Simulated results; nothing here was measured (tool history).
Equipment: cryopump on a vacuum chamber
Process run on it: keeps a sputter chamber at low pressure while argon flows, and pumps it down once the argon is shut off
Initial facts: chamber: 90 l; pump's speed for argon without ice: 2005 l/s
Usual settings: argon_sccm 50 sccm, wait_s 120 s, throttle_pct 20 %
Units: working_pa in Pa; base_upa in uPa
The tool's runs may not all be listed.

run   hour  argon_sccm  wait_s  throttle_pct  working_pa  base_upa
  1    0.0          50     120            20      0.2104      2.25
  2   39.0          50     120            20      0.2118      2.32
  3   69.4          50     120            20      0.2120      2.38
  4   88.0          50      23            20      0.2119      4.79
      92.5  -- leaking fittings of the chamber tightened, without venting
  5  129.0          50      23            35      0.1232      3.06
  6  157.6          50      23            35      0.1226      3.14
  7  195.4          50      23            35      0.1233      3.24
  8  214.4          50      23            57      0.0771      3.19
  9  254.4          50      23            57      0.0782      3.25
 10  285.5          50      23            57      0.0778      3.18
 11  313.8          50      23            57      0.0792      3.26
 12  334.1          50     120            21      0.2061      0.86
 13  371.3          48      47            30      0.1387      1.77
 14  400.6          48      47            30      0.1401      1.82
 15  439.0          50     266            20      0.2175      0.62
 16  475.7          50      49            51      0.0895      1.77
 17  512.9          63      49            51      0.1138      1.81
 18  535.8          63      49            51      0.1128      1.88
 19  556.7          29     120            51      0.0522      1.02
 20  575.4          21      40            54      0.0366      2.18
 21  594.2          37     208            56      0.0616      0.78
 22  614.0          37     208            56      0.0617      0.83
 23  646.3          75      75            17      0.3867      1.37
 24  670.3          75      75            17      0.3867      1.46

Consider 3 possible next runs. They are alternatives, not a sequence: every one starts from the tool as it was left by run 24. What does each give?
  A  707.3          75      75            45           ?         ?
  B  707.3          60     236            20           ?         ?
  C  707.3         100      75            17           ?         ?

run  working_pa  base_upa
  A      0.1558      1.49
  B      0.2651      0.83
  C      0.5176      1.44
With the hidden condition removed and each run's random variation left untouched, the same runs would have given:
run  working_pa  base_upa
  A      0.1405      1.08
  B      0.2529      0.42
  C      0.4971      1.03
